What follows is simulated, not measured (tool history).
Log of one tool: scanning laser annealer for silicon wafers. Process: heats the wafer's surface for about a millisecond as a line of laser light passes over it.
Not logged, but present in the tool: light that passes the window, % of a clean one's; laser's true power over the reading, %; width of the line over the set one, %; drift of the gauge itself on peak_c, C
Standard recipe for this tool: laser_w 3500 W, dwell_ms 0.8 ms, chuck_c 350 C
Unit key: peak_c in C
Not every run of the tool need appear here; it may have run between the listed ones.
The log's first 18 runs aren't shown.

| run | hour | laser_w | dwell_ms | chuck_c | hours of work since the window was cleaned | hours of work since the power meter was calibrated | hours of work since the optics were aligned | peak_c |
|---|---|---|---|---|---|---|---|---|
| 19 | 121.7 | 3500 | 0.8 | 350 | 778 | 296 | 604 | 1099 |
| 20 | 127.2 | 3500 | 0.8 | 350 | 782 | 300 | 608 | 1103 |
| 21 | 132.2 | 3639 | 0.8 | 350 | 786 | 303 | 612 | 1136 |
| 22 | 140.2 | 3639 | 0.8 | 350 | 792 | 309 | 617 | 1137 |
| 23 | 147.5 | 3639 | 0.692 | 366 | 797 | 315 | 623 | 1093 |
| 24 | 153 | 3639 | 0.692 | 366 | 801 | 319 | 627 | 1093 |
| 25 | 157.1 | 3238 | 0.698 | 331 | 804 | 322 | 630 | 973 |
| 26 | 162.2 | 3238 | 0.698 | 331 | 808 | 325 | 634 | 975 |
|  | 165.9 | window over the wafer cleaned |
| 27 | 167.9 | 3637 | 0.622 | 331 | 1 | 328 | 636 | 1018 |
| 28 | 171.6 | 3637 | 0.622 | 331 | 4 | 331 | 639 | 1018 |
| 29 | 177.6 | 3050 | 0.944 | 369 | 9 | 335 | 643 | 1076 |
| 30 | 186.4 | 3405 | 0.802 | 358 | 15 | 341 | 650 | 1088 |
| 31 | 194.6 | 3405 | 0.802 | 358 | 21 | 348 | 656 | 1090 |
| 32 | 201.2 | 3820 | 0.766 | 346 | 26 | 352 | 661 | 1160 |
| 33 | 206.8 | 3820 | 0.766 | 346 | 30 | 356 | 665 | 1158 |
| 34 | 216 | 3820 | 0.766 | 346 | 37 | 363 | 671 | 1157 |
| 35 | 224.5 | 3500 | 0.8 | 334 | 43 | 369 | 678 | 1086 |
| 36 | 232.5 | 3500 | 0.8 | 334 | 49 | 375 | 683 | 1089 |
| 37 | 241 | 3500 | 0.951 | 334 | 55 | 381 | 690 | 1160 |
| 38 | 245 | 3500 | 0.951 | 334 | 58 | 384 | 693 | 1162 |
| 39 | 250 | 3390 | 0.631 | 328 | 61 | 388 | 696 | 972 |
| 40 | 256.8 | 3247 | 0.8 | 365 | 66 | 393 | 701 | 1058 |
| 41 | 263.5 | 3247 | 0.8 | 365 | 71 | 398 | 706 | 1058 |
| 42 | 269.5 | 3712 | 0.774 | 318 | 76 | 402 | 710 | 1110 |

3 ways to go on from here, each from the tool as it stands after run 42. What would each give?
| A | 277.6 | 3707 | 0.702 | 386 | 82 | 408 | 716 | ? |
| B | 277.6 | 3178 | 0.612 | 387 | 82 | 408 | 716 | ? |
| C | 277.6 | 3160 | 0.65 | 370 | 82 | 408 | 716 | ? |

| run | peak_c |
|---|---|
| A | 1134 |
| B | 974 |
| C | 972 |
With the hidden condition removed and each run's random variation left untouched, the same runs would have given:
| run | peak_c |
|---|---|
| A | 1134 |
| B | 974 |
| C | 973 |
